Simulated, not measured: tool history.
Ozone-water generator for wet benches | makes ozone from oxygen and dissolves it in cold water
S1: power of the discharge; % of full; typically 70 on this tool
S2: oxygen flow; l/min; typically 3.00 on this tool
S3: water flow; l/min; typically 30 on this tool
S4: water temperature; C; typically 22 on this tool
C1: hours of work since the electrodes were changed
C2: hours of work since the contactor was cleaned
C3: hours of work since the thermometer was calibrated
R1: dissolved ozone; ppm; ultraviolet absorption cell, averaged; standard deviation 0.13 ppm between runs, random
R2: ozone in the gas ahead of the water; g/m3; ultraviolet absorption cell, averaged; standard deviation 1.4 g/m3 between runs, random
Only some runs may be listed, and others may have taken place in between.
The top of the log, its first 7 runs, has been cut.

| run | hour | S1 | S2 | S3 | S4 | C1 | C2 | C3 | R1 | R2 |
|---|---|---|---|---|---|---|---|---|---|---|
| 8 | 815.1 | 70 | 3.00 | 30 | 20 | 4823 | 3124 | 2151 | 12.3 | 245.6 |
| 9 | 886.1 | 70 | 3.00 | 30 | 20 | 4883 | 3184 | 2211 | 12.2 | 242.8 |
| 10 | 1023.4 | 70 | 3.00 | 30 | 20 | 5000 | 3301 | 2328 | 12.2 | 244.0 |
|  | 1130.7 | contactor cleaned |
| 11 | 1131.9 | 70 | 3.00 | 30 | 20 | 5089 | 1 | 2416 | 11.9 | 245.5 |
| 12 | 1261.7 | 70 | 3.00 | 30 | 21 | 5199 | 111 | 2527 | 11.4 | 243.8 |
|  | 1378.6 | contactor cleaned, once more |
| 13 | 1380.5 | 70 | 3.00 | 30 | 21 | 5296 | 2 | 2624 | 12.4 | 244.0 |
| 14 | 1478.5 | 53 | 3.00 | 30 | 22 | 5379 | 85 | 2707 | 10.2 | 202.3 |
| 15 | 1594.5 | 70 | 3.00 | 30 | 22 | 5478 | 183 | 2806 | 12.1 | 245.5 |
| 16 | 1660.2 | 70 | 3.00 | 30 | 22 | 5533 | 239 | 2861 | 12.2 | 240.8 |
| 17 | 1789.1 | 70 | 4.39 | 26 | 15 | 5643 | 348 | 2971 | 16.1 | 197.7 |
| 18 | 1903.8 | 87 | 4.39 | 38 | 15 | 5740 | 446 | 3068 | 12.7 | 229.9 |
| 19 | 2013.7 | 78 | 3.00 | 30 | 25 | 5833 | 539 | 3161 | 12.5 | 259.2 |
| 20 | 2121.3 | 78 | 4.17 | 30 | 22 | 5925 | 630 | 3252 | 13.8 | 221.2 |
| 21 | 2258.2 | 48 | 1.58 | 24 | 26 | 6041 | 746 | 3369 | 9.4 | 255.8 |
| 22 | 2346.3 | 48 | 1.67 | 24 | 19 | 6116 | 821 | 3443 | 10.3 | 249.2 |
| 23 | 2459.9 | 48 | 3.05 | 37 | 19 | 6212 | 917 | 3540 | 7.5 | 184.6 |
| 24 | 2553.7 | 70 | 1.65 | 30 | 26 | 6292 | 997 | 3619 | 9.7 | 325.8 |
|  | 2621.1 | water thermometer calibrated |
| 25 | 2621.5 | 54 | 3.00 | 30 | 22 | 6349 | 1054 | 0 | 9.9 | 202.7 |
| 26 | 2741.9 | 60 | 3.00 | 19 | 22 | 6451 | 1156 | 102 | 16.8 | 215.7 |
| 27 | 2827.6 | 94 | 3.00 | 20 | 22 | 6523 | 1229 | 175 | 21.4 | 289.5 |
| 28 | 2915.7 | 94 | 3.00 | 20 | 22 | 6598 | 1304 | 250 | 21.6 | 287.1 |
| 29 | 3053.3 | 70 | 4.71 | 27 | 17 | 6715 | 1420 | 367 | 15.2 | 189.3 |
| 30 | 3126.5 | 70 | 4.71 | 27 | 27 | 6777 | 1483 | 429 | 13.1 | 189.5 |
| 31 | 3192.7 | 70 | 4.71 | 27 | 27 | 6833 | 1539 | 485 | 13.1 | 191.0 |
| 32 | 3313.8 | 70 | 4.71 | 27 | 27 | 6936 | 1641 | 588 | 13.1 | 188.8 |

Here are 3 independent what-if runs from the current tool condition. What would each one return?
| A | 3406.1 | 70 | 4.24 | 26 | 14 | 7014 | 1720 | 666 | ? | ? |
| B | 3406.1 | 70 | 4.71 | 34 | 27 | 7014 | 1720 | 666 | ? | ? |
| C | 3406.1 | 70 | 3.00 | 32 | 22 | 7014 | 1720 | 666 | ? | ? |

| run | R1 | R2 |
|---|---|---|
| A | 15.7 | 199.7 |
| B | 10.5 | 188.5 |
| C | 10.8 | 236.3 |
The same runs, with their run-to-run variation unchanged, on a tool lacking any hidden condition would have given:
| run | R1 | R2 |
|---|---|---|
| A | 18.4 | 227.9 |
| B | 12.3 | 215.2 |
| C | 12.7 | 269.8 |

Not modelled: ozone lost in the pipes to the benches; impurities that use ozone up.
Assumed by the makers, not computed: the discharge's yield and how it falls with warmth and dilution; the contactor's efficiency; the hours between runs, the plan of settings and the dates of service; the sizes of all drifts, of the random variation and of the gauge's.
